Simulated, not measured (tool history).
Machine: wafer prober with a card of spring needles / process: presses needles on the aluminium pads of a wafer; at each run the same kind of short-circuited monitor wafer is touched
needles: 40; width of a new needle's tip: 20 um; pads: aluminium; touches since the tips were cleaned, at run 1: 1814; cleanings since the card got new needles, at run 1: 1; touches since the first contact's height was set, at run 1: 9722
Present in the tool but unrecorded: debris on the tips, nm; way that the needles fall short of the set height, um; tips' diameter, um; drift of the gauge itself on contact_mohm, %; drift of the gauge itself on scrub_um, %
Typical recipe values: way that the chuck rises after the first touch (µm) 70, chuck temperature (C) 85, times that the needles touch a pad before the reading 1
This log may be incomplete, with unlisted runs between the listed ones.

| run | hour | way that the chuck rises after the first touch (µm) | chuck temperature (C) | times that the needles touch a pad before the reading | touches since the tips were cleaned | cleanings since the card got new needles | touches since the first contact's height was set | resistance of one needle with its contact and lead (mohm) | way that a needle slides on the pad (µm) |
|---|---|---|---|---|---|---|---|---|---|
| 1 | 0.0 | 70 | 85 | 1 | 1814 | 1 | 9722 | 190 | 9.37 |
| 2 | 6.7 | 83 | 85 | 1 | 4760 | 1 | 12668 | 186 | 11.14 |
|  | 13.8 | tips cleaned on abrasive film |
| 3 | 18.0 | 70 | 85 | 3 | 1830 | 2 | 17547 | 191 | 9.39 |
| 4 | 26.7 | 70 | 85 | 3 | 5656 | 2 | 21373 | 191 | 9.38 |
|  | 31.0 | tips cleaned on abrasive film |
| 5 | 33.2 | 70 | 85 | 1 | 984 | 3 | 24181 | 188 | 9.34 |
| 6 | 46.4 | 70 | 84 | 2 | 6755 | 3 | 29952 | 189 | 9.35 |
|  | 48.1 | tips cleaned on abrasive film |
| 7 | 54.5 | 50 | 84 | 3 | 2804 | 4 | 33459 | 199 | 6.68 |
| 8 | 61.5 | 69 | 29 | 1 | 5896 | 4 | 36551 | 178 | 9.18 |
|  | 65.7 | tips cleaned on abrasive film |
| 9 | 74.4 | 56 | 29 | 2 | 3800 | 5 | 42140 | 182 | 7.45 |
| 10 | 80.7 | 56 | 29 | 1 | 6555 | 5 | 44895 | 183 | 7.43 |

Hidden condition of the tool, last listed run before each entry between runs versus first listed run after:
Logged between run 2 and run 3: tips cleaned on abrasive film (hour 13.8)
  debris on the tips, nm: 0.3 -> 0.2; drift of the gauge itself on scrub_um, %: -0.08 -> -0.22
  measured less the result without the state, way that a needle slides on the pad (µm): -0.01 -> -0.02
Logged between run 4 and run 5: tips cleaned on abrasive film (hour 31.0)
  debris on the tips, nm: 0.3 -> 0.1; drift of the gauge itself on scrub_um, %: -0.33 -> -0.41
  measured less the result without the state, way that a needle slides on the pad (µm): -0.03 -> -0.04
Logged between run 6 and run 7: tips cleaned on abrasive film (hour 48.1)
  debris on the tips, nm: 0.4 -> 0.2; drift of the gauge itself on scrub_um, %: -0.57 -> -0.67
  measured less the result without the state, way that a needle slides on the pad (µm): -0.06 -> -0.05
Logged between run 8 and run 9: tips cleaned on abrasive film (hour 65.7)
  drift of the gauge itself on scrub_um, %: -0.76 -> -0.92
  measured less the result without the state, way that a needle slides on the pad (µm): -0.07 -> -0.07

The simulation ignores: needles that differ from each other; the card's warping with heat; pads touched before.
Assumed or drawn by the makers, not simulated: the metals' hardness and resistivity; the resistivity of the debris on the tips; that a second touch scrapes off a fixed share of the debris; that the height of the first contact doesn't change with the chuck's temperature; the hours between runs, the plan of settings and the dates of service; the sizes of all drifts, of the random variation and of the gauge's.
